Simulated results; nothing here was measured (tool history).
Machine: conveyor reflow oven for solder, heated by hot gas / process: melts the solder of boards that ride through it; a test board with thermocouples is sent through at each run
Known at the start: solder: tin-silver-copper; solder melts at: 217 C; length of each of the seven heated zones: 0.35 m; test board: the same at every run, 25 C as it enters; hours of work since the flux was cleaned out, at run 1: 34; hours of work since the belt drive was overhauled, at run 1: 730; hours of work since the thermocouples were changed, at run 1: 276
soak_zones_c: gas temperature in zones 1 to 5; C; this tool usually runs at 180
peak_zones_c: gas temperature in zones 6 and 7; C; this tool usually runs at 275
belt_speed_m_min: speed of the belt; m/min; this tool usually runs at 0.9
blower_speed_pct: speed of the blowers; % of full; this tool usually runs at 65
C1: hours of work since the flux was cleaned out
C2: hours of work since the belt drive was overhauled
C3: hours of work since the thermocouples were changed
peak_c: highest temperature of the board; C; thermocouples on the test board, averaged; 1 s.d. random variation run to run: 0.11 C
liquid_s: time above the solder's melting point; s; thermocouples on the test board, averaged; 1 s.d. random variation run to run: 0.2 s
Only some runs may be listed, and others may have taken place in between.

run 1 hour=0 | soak_zones_c=180 peak_zones_c=275 belt_speed_m_min=0.9 blower_speed_pct=65 | C1=34 C2=730 C3=276 | peak_c=261.4 liquid_s=40.7
run 2 hour=69.6 | soak_zones_c=180 peak_zones_c=275 belt_speed_m_min=0.9 blower_speed_pct=65 | C1=63 C2=759 C3=305 | peak_c=261.2 liquid_s=40.3
run 3 hour=126 | soak_zones_c=180 peak_zones_c=275 belt_speed_m_min=0.9 blower_speed_pct=65 | C1=87 C2=784 C3=329 | peak_c=261.2 liquid_s=40.6
run 4 hour=169.2 | soak_zones_c=180 peak_zones_c=275 belt_speed_m_min=0.9 blower_speed_pct=68 | C1=106 C2=802 C3=348 | peak_c=261.4 liquid_s=40.6
run 5 hour=230.3 | soak_zones_c=180 peak_zones_c=275 belt_speed_m_min=1.03 blower_speed_pct=65 | C1=132 C2=828 C3=374 | peak_c=256.6 liquid_s=33.7
run 6 hour=266.5 | soak_zones_c=180 peak_zones_c=275 belt_speed_m_min=0.9 blower_speed_pct=65 | C1=147 C2=843 C3=389 | peak_c=261 liquid_s=40.6
run 7 hour=335 | soak_zones_c=180 peak_zones_c=275 belt_speed_m_min=0.9 blower_speed_pct=65 | C1=176 C2=873 C3=419 | peak_c=261 liquid_s=40.5
run 8 hour=372.2 | soak_zones_c=180 peak_zones_c=275 belt_speed_m_min=0.9 blower_speed_pct=65 | C1=192 C2=888 C3=434 | peak_c=261 liquid_s=40.6
run 9 hour=402.1 | soak_zones_c=180 peak_zones_c=275 belt_speed_m_min=0.802 blower_speed_pct=65 | C1=205 C2=901 C3=447 | peak_c=264 liquid_s=46.9
run 10 hour=470.2 | soak_zones_c=168 peak_zones_c=275 belt_speed_m_min=0.9 blower_speed_pct=65 | C1=234 C2=930 C3=476 | peak_c=259.1 liquid_s=37.2
-- hour=491.8 flux residue cleaned out of gas plates and filters
run 11 hour=542.6 | soak_zones_c=190 peak_zones_c=282 belt_speed_m_min=0.902 blower_speed_pct=65 | C1=22 C2=959 C3=505 | peak_c=269.3 liquid_s=45.4
-- hour=552.8 belt drive overhauled, speed set with a stopwatch
run 12 hour=590.6 | soak_zones_c=171 peak_zones_c=273 belt_speed_m_min=0.892 blower_speed_pct=60 | C1=40 C2=16 C3=524 | peak_c=258 liquid_s=38.5
run 13 hour=644.2 | soak_zones_c=171 peak_zones_c=276 belt_speed_m_min=0.98 blower_speed_pct=75 | C1=63 C2=39 C3=546 | peak_c=260.2 liquid_s=35.4
run 14 hour=707.1 | soak_zones_c=171 peak_zones_c=278 belt_speed_m_min=0.976 blower_speed_pct=64 | C1=90 C2=66 C3=573 | peak_c=260.2 liquid_s=35.5
run 15 hour=776 | soak_zones_c=170 peak_zones_c=266 belt_speed_m_min=0.962 blower_speed_pct=86 | C1=119 C2=95 C3=603 | peak_c=253.4 liquid_s=33.7
-- hour=792.7 belt drive overhauled, speed set with a stopwatch, once more
run 16 hour=834.6 | soak_zones_c=180 peak_zones_c=275 belt_speed_m_min=0.732 blower_speed_pct=66 | C1=143 C2=18 C3=626 | peak_c=266.2 liquid_s=51.6

Below, some changes in peak_c between adjacent runs. For each, the amount present without the hidden state too (settings, incoming material, random variation) and the amount remaining for the hidden state with gauge scatter not shared by both compared results:
Hidden state present: heat that the gas passes to the board, % of a clean oven's; belt's true speed, % of the reading; true gas temperature in zones 6 and 7 over the reading, C; drift of the gauge itself on peak_c, C; drift of the gauge itself on liquid_s, %.
Run 15 -> 16: soak_zones_c 170 -> 180, peak_zones_c 266 -> 275, belt_speed_m_min 0.962 -> 0.732, blower_speed_pct 86 -> 66, belt drive overhauled, speed set with a stopwatch, once more. peak_c +12.8 C: hidden state -0.8, all else +13.6.

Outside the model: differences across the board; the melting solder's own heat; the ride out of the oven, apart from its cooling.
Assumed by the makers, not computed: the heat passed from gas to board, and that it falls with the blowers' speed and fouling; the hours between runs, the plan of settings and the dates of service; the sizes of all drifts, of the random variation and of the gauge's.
